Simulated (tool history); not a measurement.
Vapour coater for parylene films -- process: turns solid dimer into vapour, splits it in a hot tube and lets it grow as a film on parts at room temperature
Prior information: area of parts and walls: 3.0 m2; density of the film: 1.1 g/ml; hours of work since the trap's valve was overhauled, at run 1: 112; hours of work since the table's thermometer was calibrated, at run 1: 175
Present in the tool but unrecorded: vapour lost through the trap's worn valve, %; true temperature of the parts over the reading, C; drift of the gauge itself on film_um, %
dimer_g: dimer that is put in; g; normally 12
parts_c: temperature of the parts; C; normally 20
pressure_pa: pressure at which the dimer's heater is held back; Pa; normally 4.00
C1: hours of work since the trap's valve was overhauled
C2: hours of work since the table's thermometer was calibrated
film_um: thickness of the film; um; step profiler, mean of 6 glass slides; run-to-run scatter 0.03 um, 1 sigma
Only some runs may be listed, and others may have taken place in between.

{"run": 1, "hour": 0.0, "dimer_g": 12, "parts_c": 20, "pressure_pa": 4.0, "C1": 112, "C2": 175, "film_um": 2.77}
{"run": 2, "hour": 41.1, "dimer_g": 12, "parts_c": 20, "pressure_pa": 4.0, "C1": 138, "C2": 201, "film_um": 2.74}
{"run": 3, "hour": 74.3, "dimer_g": 12, "parts_c": 20, "pressure_pa": 4.0, "C1": 160, "C2": 223, "film_um": 2.72}
{"run": 4, "hour": 129.2, "dimer_g": 12, "parts_c": 20, "pressure_pa": 4.0, "C1": 195, "C2": 258, "film_um": 2.69}
{"run": 5, "hour": 179.7, "dimer_g": 12, "parts_c": 20, "pressure_pa": 4.0, "C1": 228, "C2": 291, "film_um": 2.63}
{"run": 6, "hour": 216.1, "dimer_g": 12, "parts_c": 20, "pressure_pa": 4.0, "C1": 251, "C2": 315, "film_um": 2.62}
{"run": 7, "hour": 272.6, "dimer_g": 12, "parts_c": 20, "pressure_pa": 8.25, "C1": 288, "C2": 351, "film_um": 2.26}
{"run": 8, "hour": 304.0, "dimer_g": 12, "parts_c": 20, "pressure_pa": 7.25, "C1": 308, "C2": 371, "film_um": 2.33}
{"run": 9, "hour": 330.6, "dimer_g": 6, "parts_c": 20, "pressure_pa": 7.25, "C1": 325, "C2": 389, "film_um": 1.14}
{"run": 10, "hour": 358.5, "dimer_g": 6, "parts_c": 20, "pressure_pa": 7.25, "C1": 343, "C2": 407, "film_um": 1.16}
{"run": 11, "hour": 385.1, "dimer_g": 12, "parts_c": 20, "pressure_pa": 4.0, "C1": 361, "C2": 424, "film_um": 2.59}
{"run": 12, "hour": 413.6, "dimer_g": 12, "parts_c": 20, "pressure_pa": 4.0, "C1": 379, "C2": 442, "film_um": 2.54}
{"run": 13, "hour": 442.8, "dimer_g": 12, "parts_c": 20, "pressure_pa": 4.0, "C1": 398, "C2": 461, "film_um": 2.57}
{"run": 14, "hour": 499.8, "dimer_g": 12, "parts_c": 20, "pressure_pa": 3.72, "C1": 435, "C2": 498, "film_um": 2.6}
{"run": 15, "hour": 549.1, "dimer_g": 14, "parts_c": 20, "pressure_pa": 3.72, "C1": 467, "C2": 530, "film_um": 3.02}
{"run": 16, "hour": 603.0, "dimer_g": 14, "parts_c": 20, "pressure_pa": 3.72, "C1": 501, "C2": 565, "film_um": 2.99}
{"run": 17, "hour": 645.7, "dimer_g": 12, "parts_c": 14, "pressure_pa": 4.0, "C1": 529, "C2": 592, "film_um": 2.98}
{"run": 18, "hour": 699.9, "dimer_g": 12, "parts_c": 14, "pressure_pa": 4.0, "C1": 564, "C2": 627, "film_um": 2.9}
{"run": 19, "hour": 733.3, "dimer_g": 12, "parts_c": 14, "pressure_pa": 4.0, "C1": 586, "C2": 649, "film_um": 2.93}
{"run": 20, "hour": 787.8, "dimer_g": 12, "parts_c": 14, "pressure_pa": 4.0, "C1": 621, "C2": 684, "film_um": 2.87}
{"run": 21, "hour": 843.3, "dimer_g": 12, "parts_c": 14, "pressure_pa": 4.0, "C1": 657, "C2": 720, "film_um": 2.86}
{"run": 22, "hour": 876.2, "dimer_g": 12, "parts_c": 19, "pressure_pa": 4.0, "C1": 678, "C2": 741, "film_um": 2.53}
{"hour": 905.1, "done": "trap's valve overhauled"}
{"run": 23, "hour": 915.4, "dimer_g": 12, "parts_c": 19, "pressure_pa": 4.0, "C1": 7, "C2": 764, "film_um": 2.83}
{"run": 24, "hour": 956.2, "dimer_g": 12, "parts_c": 19, "pressure_pa": 4.0, "C1": 33, "C2": 791, "film_um": 2.83}
{"run": 25, "hour": 981.2, "dimer_g": 6, "parts_c": 18, "pressure_pa": 9.39, "C1": 49, "C2": 807, "film_um": 1.21}
{"run": 26, "hour": 1009.5, "dimer_g": 6, "parts_c": 18, "pressure_pa": 9.39, "C1": 67, "C2": 825, "film_um": 1.24}
{"run": 27, "hour": 1065.5, "dimer_g": 16, "parts_c": 15, "pressure_pa": 2.66, "C1": 104, "C2": 861, "film_um": 4.58}
{"run": 28, "hour": 1107.0, "dimer_g": 16, "parts_c": 15, "pressure_pa": 2.66, "C1": 130, "C2": 888, "film_um": 4.51}
{"run": 29, "hour": 1134.6, "dimer_g": 16, "parts_c": 15, "pressure_pa": 2.66, "C1": 148, "C2": 906, "film_um": 4.51}
{"run": 30, "hour": 1164.1, "dimer_g": 16, "parts_c": 15, "pressure_pa": 2.66, "C1": 167, "C2": 925, "film_um": 4.46}
{"run": 31, "hour": 1219.3, "dimer_g": 11, "parts_c": 24, "pressure_pa": 4.0, "C1": 203, "C2": 961, "film_um": 2.21}
{"run": 32, "hour": 1274.0, "dimer_g": 22, "parts_c": 24, "pressure_pa": 2.64, "C1": 239, "C2": 996, "film_um": 4.73}
{"run": 33, "hour": 1298.6, "dimer_g": 8, "parts_c": 13, "pressure_pa": 3.67, "C1": 254, "C2": 1012, "film_um": 2.13}
{"hour": 1312.2, "done": "table's thermometer calibrated"}
{"run": 34, "hour": 1340.4, "dimer_g": 12, "parts_c": 24, "pressure_pa": 7.47, "C1": 281, "C2": 18, "film_um": 2.1}
{"run": 35, "hour": 1386.0, "dimer_g": 17, "parts_c": 20, "pressure_pa": 3.46, "C1": 310, "C2": 48, "film_um": 3.9}
{"run": 36, "hour": 1422.2, "dimer_g": 17, "parts_c": 20, "pressure_pa": 3.46, "C1": 334, "C2": 71, "film_um": 3.87}
{"run": 37, "hour": 1449.3, "dimer_g": 13, "parts_c": 20, "pressure_pa": 3.46, "C1": 351, "C2": 89, "film_um": 2.94}
{"run": 38, "hour": 1475.2, "dimer_g": 13, "parts_c": 20, "pressure_pa": 3.46, "C1": 368, "C2": 105, "film_um": 2.93}
{"run": 39, "hour": 1508.1, "dimer_g": 13, "parts_c": 20, "pressure_pa": 3.46, "C1": 389, "C2": 127, "film_um": 2.89}
{"run": 40, "hour": 1552.8, "dimer_g": 11, "parts_c": 20, "pressure_pa": 2.11, "C1": 418, "C2": 156, "film_um": 2.7}
{"run": 41, "hour": 1590.7, "dimer_g": 11, "parts_c": 20, "pressure_pa": 2.11, "C1": 443, "C2": 180, "film_um": 2.7}
{"run": 42, "hour": 1643.4, "dimer_g": 16, "parts_c": 17, "pressure_pa": 8.09, "C1": 477, "C2": 214, "film_um": 3.16}
{"run": 43, "hour": 1686.7, "dimer_g": 9, "parts_c": 25, "pressure_pa": 4.82, "C1": 505, "C2": 242, "film_um": 1.57}
{"run": 44, "hour": 1744.7, "dimer_g": 9, "parts_c": 25, "pressure_pa": 4.82, "C1": 542, "C2": 280, "film_um": 1.57}
{"run": 45, "hour": 1776.3, "dimer_g": 12, "parts_c": 20, "pressure_pa": 5.48, "C1": 563, "C2": 300, "film_um": 2.33}
{"run": 46, "hour": 1829.5, "dimer_g": 12, "parts_c": 20, "pressure_pa": 5.48, "C1": 597, "C2": 334, "film_um": 2.32}
{"run": 47, "hour": 1860.6, "dimer_g": 20, "parts_c": 25, "pressure_pa": 11.29, "C1": 617, "C2": 355, "film_um": 2.85}

Each row is a separate what-if for the run after 47, all from the same tool condition, not one after another. Results?
{"run": "A", "hour": 1900.0, "dimer_g": 20, "parts_c": 25, "pressure_pa": 6.03, "C1": 643, "C2": 380, "film_um": "?"}
{"run": "B", "hour": 1900.0, "dimer_g": 20, "parts_c": 26, "pressure_pa": 8.73, "C1": 643, "C2": 380, "film_um": "?"}
{"run": "C", "hour": 1900.0, "dimer_g": 20, "parts_c": 25, "pressure_pa": 8.74, "C1": 643, "C2": 380, "film_um": "?"}
{"run": "D", "hour": 1900.0, "dimer_g": 21, "parts_c": 13, "pressure_pa": 9.85, "C1": 643, "C2": 380, "film_um": "?"}

run=A film_um=3.24
run=B film_um=2.92
run=C film_um=3.03
run=D film_um=4.28
Without the tool's unlogged condition, the same runs would have read:
run=A film_um=3.76
run=B film_um=3.38
run=C film_um=3.51
run=D film_um=4.96

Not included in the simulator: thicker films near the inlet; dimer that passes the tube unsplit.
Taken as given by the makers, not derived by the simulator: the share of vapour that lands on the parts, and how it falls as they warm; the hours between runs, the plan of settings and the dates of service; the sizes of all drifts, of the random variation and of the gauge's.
